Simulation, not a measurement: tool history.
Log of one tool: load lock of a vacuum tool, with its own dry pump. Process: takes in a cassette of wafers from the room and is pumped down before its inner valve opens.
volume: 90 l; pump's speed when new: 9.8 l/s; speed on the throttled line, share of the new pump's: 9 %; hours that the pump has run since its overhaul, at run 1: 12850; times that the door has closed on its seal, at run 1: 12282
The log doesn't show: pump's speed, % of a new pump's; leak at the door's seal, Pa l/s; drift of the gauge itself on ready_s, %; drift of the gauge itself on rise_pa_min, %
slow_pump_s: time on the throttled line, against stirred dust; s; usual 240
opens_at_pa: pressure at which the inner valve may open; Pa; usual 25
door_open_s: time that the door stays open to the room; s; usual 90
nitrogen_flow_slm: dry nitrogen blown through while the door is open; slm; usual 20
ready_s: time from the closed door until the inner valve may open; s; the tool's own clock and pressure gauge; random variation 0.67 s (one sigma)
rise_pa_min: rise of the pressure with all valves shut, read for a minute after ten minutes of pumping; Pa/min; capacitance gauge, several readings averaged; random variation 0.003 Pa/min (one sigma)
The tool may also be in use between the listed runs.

run,hour,slow_pump_s,opens_at_pa,door_open_s,nitrogen_flow_slm,hours that the pump has run since its overhaul,times that the door has closed on its seal,"incoming humidity of the room's air, %",ready_s,rise_pa_min
1,0.0,240,25,90,20,12850,12282,44.1,308.1,0.105
# hour 369.3: dry pump taken out, an overhauled one fitted
2,370.7,240,25,90,20,1,13294,44.3,295.5,0.110
3,852.5,240,25,90,20,483,14630,43.4,295.4,0.121
4,1172.2,240,25,90,20,803,15517,42.7,296.7,0.133
5,1544.7,240,25,90,20,1175,16551,45.2,297.0,0.154
6,1849.8,454,25,90,20,1480,17397,47.5,490.5,0.167
7,2265.7,454,25,90,20,1896,18551,43.4,489.9,0.176
8,2708.5,240,25,90,20,2339,19780,42.7,296.8,0.187
9,2933.6,240,25,90,20,2564,20404,45.0,297.2,0.196
10,3323.0,240,25,90,20,2954,21485,44.8,298.0,0.206
11,3771.7,240,25,90,20,3402,22730,46.4,298.7,0.234
12,4012.2,240,25,90,20,3643,23397,48.6,298.3,0.232
13,4425.5,461,49,150,22,4056,24543,46.2,492.0,0.255
14,4954.3,461,49,37,25,4585,26011,44.7,492.8,0.273
15,5399.0,134,18,37,15,5030,27244,47.0,207.8,0.290
16,5892.9,232,23,37,18,5524,28615,43.8,294.2,0.305
17,6311.9,321,25,90,20,5943,29777,45.9,372.8,0.333
18,6700.4,184,41,62,20,6331,30855,43.4,245.1,0.342
19,6966.1,184,41,62,20,6597,31592,44.3,246.0,0.357
20,7436.0,184,41,62,20,7067,32896,44.6,246.2,0.379
21,7831.3,240,25,90,25,7462,33993,43.8,302.2,0.402
22,8074.9,436,28,90,25,7706,34668,39.9,475.9,0.413
23,8577.1,368,40,90,16,8208,36062,47.1,414.0,0.447
24,8892.0,368,24,90,21,8523,36935,47.7,418.4,0.457

4 ways to go on from here, each from the tool as it stands after run 24. What would each give?
A,9254.0,240,25,149,20,8885,37940,42.1,?,?
B,9254.0,417,24,81,28,8885,37940,42.9,?,?
C,9254.0,368,28,88,40,8885,37940,42.8,?,?
D,9254.0,374,42,90,21,8885,37940,44.8,?,?

run,ready_s,rise_pa_min
A,303.9,0.480
B,463.7,0.467
C,416.7,0.458
D,417.3,0.474
Without the tool's hidden state the same runs would have given:
run,ready_s,rise_pa_min
A,295.3,0.027
B,457.3,0.015
C,410.1,0.010
D,411.4,0.021
